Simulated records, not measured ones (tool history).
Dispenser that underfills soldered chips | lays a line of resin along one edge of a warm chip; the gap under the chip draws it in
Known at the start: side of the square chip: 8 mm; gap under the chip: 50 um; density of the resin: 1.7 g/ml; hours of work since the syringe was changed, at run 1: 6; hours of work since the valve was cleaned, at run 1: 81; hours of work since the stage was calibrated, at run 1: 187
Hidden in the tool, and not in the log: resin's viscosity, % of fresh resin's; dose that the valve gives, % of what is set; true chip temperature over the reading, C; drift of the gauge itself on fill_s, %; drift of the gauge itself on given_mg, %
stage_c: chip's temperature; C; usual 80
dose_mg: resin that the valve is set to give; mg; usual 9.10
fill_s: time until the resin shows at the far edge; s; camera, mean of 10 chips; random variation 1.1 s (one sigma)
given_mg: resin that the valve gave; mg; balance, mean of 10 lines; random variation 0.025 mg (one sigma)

run	hour	stage_c	dose_mg	hours of work since the syringe was changed	hours of work since the valve was cleaned	hours of work since the stage was calibrated	fill_s	given_mg
1	0.0	80	9.10	6	81	187	146.5	8.88
# hour 4.7: new syringe of resin
2	9.1	80	9.10	3	87	193	128.2	8.85
3	17.6	81	9.10	8	92	198	156.8	8.83
# hour 19.0: new syringe of resin
4	24.3	81	9.10	3	96	202	124.4	8.82
5	31.8	85	9.10	8	101	207	130.1	8.75
# hour 33.4: new syringe of resin
6	41.7	80	9.94	5	107	213	139.3	9.62
# hour 47.7: new syringe of resin
7	47.7	80	9.94	0	111	217	110.9	9.58
8	59.1	76	9.94	7	118	224	185.2	9.53
# hour 62.2: new syringe of resin
9	70.9	88	9.10	6	125	231	102.4	8.71
# hour 77.0: new syringe of resin
10	79.9	88	9.10	2	131	237	86.8	8.69
11	90.1	88	9.10	8	137	243	116.8	8.67
# hour 91.2: new syringe of resin
# hour 96.7: dispensing valve cleaned and set on the balance
12	104.7	88	9.10	8	5	252	114.3	9.08
# hour 107.0: new syringe of resin
13	114.6	88	9.10	5	11	258	99.1	9.12
# hour 121.4: new syringe of resin
14	121.7	88	9.10	0	15	262	82.8	9.13
15	128.4	88	9.10	4	20	266	97.2	9.02
# hour 136.0: new syringe of resin
16	141.0	88	9.10	3	28	274	92.2	9.03
# hour 151.2: new syringe of resin
17	153.3	80	9.10	1	35	282	117.5	8.99
18	163.5	80	9.10	8	42	288	157.5	8.96
# hour 165.6: new syringe of resin
19	169.9	71	11.53	3	46	292	184.5	11.36
# hour 179.8: new syringe of resin
20	179.8	65	10.96	0	52	298	226.2	10.73
21	187.0	65	10.96	5	56	303	277.2	10.77
22	193.4	65	10.47	9	60	307	328.2	10.22
# hour 194.6: new syringe of resin
23	206.1	80	10.97	7	68	315	160.2	10.71
# hour 209.2: new syringe of resin
24	215.4	85	10.14	4	74	321	108.4	9.90
# hour 223.5: new syringe of resin
25	227.6	78	10.14	3	81	328	140.6	9.85
26	236.3	78	10.14	8	87	334	180.3	9.83
# hour 237.9: new syringe of resin
27	248.9	66	9.06	7	95	342	302.2	8.75
# hour 252.7: new syringe of resin
28	260.5	88	8.41	5	102	349	102.0	8.10
# hour 266.9: new syringe of resin
29	268.2	80	11.53	1	107	353	117.4	11.10
# hour 281.1: new syringe of resin
30	281.6	68	9.43	0	115	362	200.1	9.05
31	293.5	88	9.97	8	123	369	112.9	9.56
# hour 295.4: new syringe of resin
32	301.8	88	9.97	4	128	374	96.7	9.50
# hour 309.7: new syringe of resin
33	314.5	68	9.97	3	136	382	231.9	9.47
34	320.8	86	10.89	7	140	386	118.8	10.33

Forecast each of these 5 alternatives for the next run:
# hour 323.4: dispensing valve cleaned and set on the balance
# hour 325.0: new syringe of resin
A	331.1	86	11.73	4	5	392	?	?
# hour 323.4: dispensing valve cleaned and set on the balance
# hour 325.0: new syringe of resin
B	331.1	84	11.79	4	5	392	?	?
# hour 323.4: dispensing valve cleaned and set on the balance
# hour 325.0: new syringe of resin
C	331.1	86	9.54	4	5	392	?	?
# hour 323.4: dispensing valve cleaned and set on the balance
# hour 325.0: new syringe of resin
D	331.1	86	11.05	4	5	392	?	?
# hour 323.4: dispensing valve cleaned and set on the balance
# hour 325.0: new syringe of resin
E	331.1	90	9.79	4	5	392	?	?

run	fill_s	given_mg
A	103.0	11.69
B	110.3	11.72
C	102.4	9.50
D	101.0	10.97
E	88.5	9.76
Without the tool's hidden state the same runs would have given:
run	fill_s	given_mg
A	83.8	11.73
B	89.8	11.76
C	83.4	9.53
D	82.2	11.01
E	72.2	9.80

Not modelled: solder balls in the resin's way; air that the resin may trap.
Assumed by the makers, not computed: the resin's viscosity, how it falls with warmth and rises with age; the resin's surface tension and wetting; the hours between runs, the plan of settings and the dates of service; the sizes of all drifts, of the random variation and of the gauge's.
